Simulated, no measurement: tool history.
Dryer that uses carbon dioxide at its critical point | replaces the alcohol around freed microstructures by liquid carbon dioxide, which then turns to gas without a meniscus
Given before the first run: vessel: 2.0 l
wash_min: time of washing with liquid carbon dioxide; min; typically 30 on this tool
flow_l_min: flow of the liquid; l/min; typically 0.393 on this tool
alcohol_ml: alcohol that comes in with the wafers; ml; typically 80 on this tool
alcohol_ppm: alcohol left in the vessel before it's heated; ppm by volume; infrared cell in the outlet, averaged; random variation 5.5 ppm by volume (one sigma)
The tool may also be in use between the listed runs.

Run 1, day 0.000: usual settings. Result: alcohol_ppm 272 ppm by volume.
Run 2, day 0.738: usual settings. Result: alcohol_ppm 284 ppm by volume.
Run 3, day 2.158: usual settings. Result: alcohol_ppm 283 ppm by volume.
Run 4, day 3.492: usual settings. Result: alcohol_ppm 295 ppm by volume.
Run 5, day 4.400: usual settings. Result: alcohol_ppm 296 ppm by volume.
Run 6, day 5.538: usual settings. Result: alcohol_ppm 313 ppm by volume.
Run 7, day 6.338: usual settings. Result: alcohol_ppm 301 ppm by volume.
Run 8, day 7.008: usual settings but wash_min 38 min. Result: alcohol_ppm 158 ppm by volume.
Run 9, day 7.971: usual settings but wash_min 38 min. Result: alcohol_ppm 163 ppm by volume.
Run 10, day 9.325: usual settings but wash_min 38 min. Result: alcohol_ppm 161 ppm by volume.
Run 11, day 10.879: usual settings but wash_min 40 min. Result: alcohol_ppm 157 ppm by volume.
Run 12, day 12.054: usual settings but wash_min 40 min. Result: alcohol_ppm 166 ppm by volume.
Run 13, day 13.171: usual settings but wash_min 40 min. Result: alcohol_ppm 169 ppm by volume.
Run 14, day 14.475: usual settings but flow_l_min 0.294 l/min, alcohol_ml 102 ml. Result: alcohol_ppm 1558 ppm by volume.
Run 15, day 15.400: usual settings but wash_min 35 min, flow_l_min 0.400 l/min, alcohol_ml 72 ml. Result: alcohol_ppm 222 ppm by volume.
Run 16, day 16.883: usual settings but wash_min 41 min, alcohol_ml 79 ml. Result: alcohol_ppm 182 ppm by volume.
Run 17, day 17.638: usual settings but wash_min 41 min, alcohol_ml 79 ml. Result: alcohol_ppm 183 ppm by volume.
Run 18, day 18.988: usual settings but wash_min 33 min, alcohol_ml 27 ml. Result: alcohol_ppm 189 ppm by volume.
Run 19, day 20.121: usual settings but wash_min 48 min, flow_l_min 0.606 l/min, alcohol_ml 56 ml. Result: alcohol_ppm 138 ppm by volume.
At day 21.096: inlet filter changed.
Run 20, day 21.233: usual settings but wash_min 48 min, flow_l_min 0.606 l/min, alcohol_ml 56 ml. Result: alcohol_ppm 127 ppm by volume.
Run 21, day 22.729: usual settings but wash_min 35 min, flow_l_min 0.267 l/min, alcohol_ml 27 ml. Result: alcohol_ppm 321 ppm by volume.
Run 22, day 23.983: usual settings but alcohol_ml 54 ml. Result: alcohol_ppm 235 ppm by volume.

Alternative continuations, all from the tool just after run 22; predict every row:
Run A, day 24.833: usual settings but wash_min 18 min. Result: alcohol_ppm ?.
Run B, day 24.833: usual settings but flow_l_min 0.521 l/min, alcohol_ml 71 ml. Result: alcohol_ppm ?.
Run C, day 24.833: usual settings but wash_min 25 min, flow_l_min 0.641 l/min, alcohol_ml 38 ml. Result: alcohol_ppm ?.

run  alcohol_ppm
  A         1653
  B          147
  C          144
Without the tool's unlogged condition, the same runs would have read:
run  alcohol_ppm
  A         1370
  B           18
  C           12

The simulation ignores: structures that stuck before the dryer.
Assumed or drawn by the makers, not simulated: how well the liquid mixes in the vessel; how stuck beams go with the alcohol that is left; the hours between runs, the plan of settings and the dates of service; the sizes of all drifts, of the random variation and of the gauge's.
